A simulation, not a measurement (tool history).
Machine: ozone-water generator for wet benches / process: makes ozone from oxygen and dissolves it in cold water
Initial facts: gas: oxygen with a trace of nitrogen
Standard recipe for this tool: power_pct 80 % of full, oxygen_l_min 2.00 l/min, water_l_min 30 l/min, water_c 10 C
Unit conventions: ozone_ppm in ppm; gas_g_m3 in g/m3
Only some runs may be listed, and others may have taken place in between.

run	hour	power_pct	oxygen_l_min	water_l_min	water_c	ozone_ppm	gas_g_m3
1	0.0	80	2.00	30	10	5.6	150.4
2	65.5	80	2.00	30	10	5.6	150.6
3	156.2	80	2.00	30	10	5.7	150.5
4	225.2	80	2.00	19	10	8.9	151.9
5	295.3	80	2.00	19	10	9.1	149.6
6	374.9	80	2.00	19	10	8.7	150.4
7	449.1	80	2.00	19	10	9.0	150.4
8	499.3	80	2.00	19	10	8.9	150.9
9	541.8	80	2.00	30	10	5.7	150.0
10	597.7	80	1.46	30	10	4.8	165.5
11	682.7	80	1.46	30	10	4.7	166.5
12	774.0	80	2.00	31	10	5.3	148.8
13	864.1	80	2.00	30	5	5.5	149.9
14	913.2	80	2.00	30	5	5.6	148.2
15	982.0	80	2.57	30	10	6.1	135.3
16	1042.4	80	2.57	30	10	6.2	135.8
17	1114.4	80	2.57	37	5	4.9	135.1
18	1156.3	82	2.00	42	10	3.7	148.7
19	1229.7	82	2.00	42	10	3.7	148.4
20	1270.3	82	2.18	26	11	6.5	145.6
21	1338.4	82	2.18	26	11	6.4	144.0
22	1418.8	74	2.00	30	10	5.3	140.7
23	1515.4	79	2.15	30	11	5.6	141.9
24	1579.2	51	1.76	40	14	2.9	122.6
25	1648.3	80	2.71	30	8	6.4	132.2
26	1730.5	80	1.78	30	11	4.9	152.3
27	1790.4	45	1.18	31	11	2.9	131.0
28	1852.7	45	1.18	31	11	2.8	130.6
29	1908.7	80	1.21	34	8	3.5	171.3
30	1953.8	80	1.21	34	8	3.3	172.5
31	1996.5	76	2.04	42	14	3.5	140.2
32	2096.6	76	2.04	42	14	3.7	138.0

Not shown: 1 entry that the log had between the listed runs. Between which runs, and how does the tool's hidden state differ before and after?
Between runs 21 and 22: water thermometer calibrated (hour 1388.8)
  yield of the discharge, % of new electrodes': 90.4 -> 90.2; contactor's efficiency, % of a clean one's: 93.1 -> 93; true water temperature over the reading, C: 0.81 -> -0.07
  measured value less the no-hidden-state value, ozone_ppm: -1.1 -> -0.8 ppm; gas_g_m3: -16.6 -> -15.6 g/m3
